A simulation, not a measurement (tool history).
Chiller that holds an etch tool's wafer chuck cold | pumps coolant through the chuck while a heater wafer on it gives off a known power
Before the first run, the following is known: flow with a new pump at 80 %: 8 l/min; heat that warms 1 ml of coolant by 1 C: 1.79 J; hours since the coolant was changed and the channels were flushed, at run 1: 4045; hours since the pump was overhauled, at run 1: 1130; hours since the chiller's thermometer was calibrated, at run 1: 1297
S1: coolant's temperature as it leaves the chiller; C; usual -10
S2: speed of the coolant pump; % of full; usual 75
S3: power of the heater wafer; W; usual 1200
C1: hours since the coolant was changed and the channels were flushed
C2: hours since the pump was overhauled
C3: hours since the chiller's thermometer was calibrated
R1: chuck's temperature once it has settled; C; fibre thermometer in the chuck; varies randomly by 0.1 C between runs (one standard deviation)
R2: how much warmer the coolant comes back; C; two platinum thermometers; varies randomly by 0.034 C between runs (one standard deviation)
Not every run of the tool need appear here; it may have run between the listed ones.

run	hour	S1	S2	S3	C1	C2	C3	R1	R2
1	0.0	-10	75	1200	4045	1130	1297	-0.2	5.36
2	28.8	-10	75	1200	4074	1158	1326	-0.3	5.39
3	57.9	-10	75	1200	4103	1188	1355	-0.1	5.44
4	79.2	-10	75	1200	4124	1209	1376	-0.3	5.41
5	108.8	-10	75	1200	4154	1239	1406	-0.2	5.36
6	141.7	-10	75	1200	4187	1271	1439	-0.3	5.38
7	175.2	-8	83	802	4220	1305	1472	-1.9	3.19
8	198.7	-8	67	802	4244	1328	1496	-0.9	4.00
9	217.8	-8	67	1338	4263	1348	1515	3.7	6.65

Run 10, settings as shown, results not yet in. Your forecast:
10	253.1	-8	67	1338	4298	1383	1550	?	?

R1: 4.0 C
R2: 6.68 C
The same run, on a tool lacking any hidden state, would have yielded R1 4.0 C, R2 6.68 C.
